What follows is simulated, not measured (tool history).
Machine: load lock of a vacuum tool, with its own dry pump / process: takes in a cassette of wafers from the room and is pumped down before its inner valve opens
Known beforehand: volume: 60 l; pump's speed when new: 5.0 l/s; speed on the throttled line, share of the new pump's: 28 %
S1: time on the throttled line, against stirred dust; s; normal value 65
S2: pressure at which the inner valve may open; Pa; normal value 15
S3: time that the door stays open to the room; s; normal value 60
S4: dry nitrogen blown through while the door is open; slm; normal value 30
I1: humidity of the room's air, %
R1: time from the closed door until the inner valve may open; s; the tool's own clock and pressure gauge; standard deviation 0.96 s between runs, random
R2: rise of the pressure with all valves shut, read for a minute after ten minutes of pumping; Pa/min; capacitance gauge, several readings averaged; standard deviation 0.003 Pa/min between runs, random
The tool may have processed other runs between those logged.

{"run": 1, "hour": 0.0, "S1": 65, "S2": 15, "S3": 60, "S4": 30, "I1": 47.4, "R1": 154.9, "R2": 0.093}
{"run": 2, "hour": 83.0, "S1": 65, "S2": 15, "S3": 60, "S4": 30, "I1": 45.4, "R1": 155.7, "R2": 0.086}
{"run": 3, "hour": 152.5, "S1": 65, "S2": 15, "S3": 60, "S4": 30, "I1": 44.6, "R1": 154.4, "R2": 0.093}
{"run": 4, "hour": 248.2, "S1": 65, "S2": 15, "S3": 60, "S4": 30, "I1": 44.4, "R1": 154.6, "R2": 0.103}
{"run": 5, "hour": 330.0, "S1": 65, "S2": 15, "S3": 60, "S4": 30, "I1": 42.2, "R1": 154.3, "R2": 0.096}
{"run": 6, "hour": 432.2, "S1": 86, "S2": 15, "S3": 60, "S4": 30, "I1": 43.6, "R1": 170.1, "R2": 0.095}
{"run": 7, "hour": 529.9, "S1": 86, "S2": 15, "S3": 60, "S4": 30, "I1": 45.2, "R1": 168.5, "R2": 0.101}
{"run": 8, "hour": 591.7, "S1": 86, "S2": 15, "S3": 60, "S4": 30, "I1": 43.1, "R1": 169.3, "R2": 0.099}
{"run": 9, "hour": 691.2, "S1": 86, "S2": 15, "S3": 60, "S4": 30, "I1": 46.4, "R1": 169.9, "R2": 0.106}
{"run": 10, "hour": 758.1, "S1": 118, "S2": 15, "S3": 60, "S4": 30, "I1": 42.9, "R1": 193.8, "R2": 0.101}
{"run": 11, "hour": 826.2, "S1": 118, "S2": 15, "S3": 60, "S4": 30, "I1": 48.7, "R1": 190.8, "R2": 0.106}
{"run": 12, "hour": 875.1, "S1": 65, "S2": 24, "S3": 60, "S4": 30, "I1": 44.5, "R1": 148.9, "R2": 0.107}
{"run": 13, "hour": 917.1, "S1": 65, "S2": 24, "S3": 60, "S4": 30, "I1": 44.3, "R1": 149.7, "R2": 0.113}
{"run": 14, "hour": 979.5, "S1": 65, "S2": 15, "S3": 60, "S4": 30, "I1": 45.6, "R1": 155.1, "R2": 0.111}
{"run": 15, "hour": 1029.7, "S1": 65, "S2": 15, "S3": 60, "S4": 30, "I1": 42.9, "R1": 155.4, "R2": 0.106}
{"run": 16, "hour": 1079.5, "S1": 65, "S2": 23, "S3": 60, "S4": 30, "I1": 42.4, "R1": 148.5, "R2": 0.106}
{"run": 17, "hour": 1141.4, "S1": 78, "S2": 15, "S3": 60, "S4": 30, "I1": 46.9, "R1": 165.3, "R2": 0.112}
{"run": 18, "hour": 1228.0, "S1": 47, "S2": 15, "S3": 60, "S4": 30, "I1": 46.1, "R1": 142.1, "R2": 0.111}
{"run": 19, "hour": 1317.6, "S1": 65, "S2": 15, "S3": 60, "S4": 30, "I1": 44.4, "R1": 155.1, "R2": 0.109}
{"run": 20, "hour": 1376.8, "S1": 65, "S2": 15, "S3": 60, "S4": 30, "I1": 41.4, "R1": 157.4, "R2": 0.114}
{"run": 21, "hour": 1454.8, "S1": 81, "S2": 28, "S3": 183, "S4": 13, "I1": 44.6, "R1": 161.2, "R2": 0.13}
{"run": 22, "hour": 1557.4, "S1": 60, "S2": 28, "S3": 183, "S4": 14, "I1": 47.9, "R1": 144.6, "R2": 0.133}
{"run": 23, "hour": 1629.0, "S1": 124, "S2": 28, "S3": 83, "S4": 14, "I1": 45, "R1": 188.7, "R2": 0.132}
{"run": 24, "hour": 1701.2, "S1": 124, "S2": 28, "S3": 83, "S4": 14, "I1": 41.7, "R1": 189.7, "R2": 0.127}
{"run": 25, "hour": 1766.9, "S1": 124, "S2": 28, "S3": 83, "S4": 14, "I1": 46.8, "R1": 189.9, "R2": 0.129}
{"run": 26, "hour": 1853.8, "S1": 41, "S2": 17, "S3": 153, "S4": 10, "I1": 44.3, "R1": 136.9, "R2": 0.144}
{"run": 27, "hour": 1921.8, "S1": 43, "S2": 24, "S3": 153, "S4": 10, "I1": 44.9, "R1": 134.2, "R2": 0.14}
{"run": 28, "hour": 2016.0, "S1": 43, "S2": 24, "S3": 153, "S4": 6, "I1": 42.5, "R1": 134.6, "R2": 0.143}
{"run": 29, "hour": 2114.0, "S1": 65, "S2": 11, "S3": 60, "S4": 24, "I1": 46.5, "R1": 160.4, "R2": 0.132}
{"run": 30, "hour": 2191.4, "S1": 37, "S2": 24, "S3": 115, "S4": 22, "I1": 44.2, "R1": 127.8, "R2": 0.14}
{"run": 31, "hour": 2285.1, "S1": 115, "S2": 15, "S3": 164, "S4": 30, "I1": 46.6, "R1": 191.1, "R2": 0.141}
{"run": 32, "hour": 2346.0, "S1": 115, "S2": 15, "S3": 164, "S4": 30, "I1": 45.1, "R1": 191.1, "R2": 0.139}
{"run": 33, "hour": 2405.5, "S1": 65, "S2": 25, "S3": 60, "S4": 30, "I1": 44.6, "R1": 149.7, "R2": 0.133}
{"run": 34, "hour": 2450.5, "S1": 65, "S2": 23, "S3": 60, "S4": 30, "I1": 45.4, "R1": 150.1, "R2": 0.136}
{"run": 35, "hour": 2538.4, "S1": 126, "S2": 13, "S3": 60, "S4": 30, "I1": 45.8, "R1": 202.6, "R2": 0.144}
{"run": 36, "hour": 2605.4, "S1": 37, "S2": 20, "S3": 186, "S4": 4, "I1": 46.3, "R1": 134.5, "R2": 0.172}
{"run": 37, "hour": 2665.3, "S1": 37, "S2": 20, "S3": 186, "S4": 4, "I1": 49.9, "R1": 133.9, "R2": 0.171}

Predict each of these 3 candidate next runs independently; none follows another, all start after run 37:
{"run": "A", "hour": 2733.7, "S1": 65, "S2": 15, "S3": 119, "S4": 30, "I1": 42.5, "R1": "?", "R2": "?"}
{"run": "B", "hour": 2733.7, "S1": 54, "S2": 20, "S3": 186, "S4": 4, "I1": 43.5, "R1": "?", "R2": "?"}
{"run": "C", "hour": 2733.7, "S1": 36, "S2": 15, "S3": 164, "S4": 19, "I1": 47.1, "R1": "?", "R2": "?"}

run=A R1=156.8 R2=0.143
run=B R1=145.1 R2=0.172
run=C R1=135.6 R2=0.155
With the hidden condition removed and each run's random variation left untouched, the same runs would have given:
run=A R1=152.7 R2=0.006
run=B R1=141.1 R2=0.034
run=C R1=131.2 R2=0.019
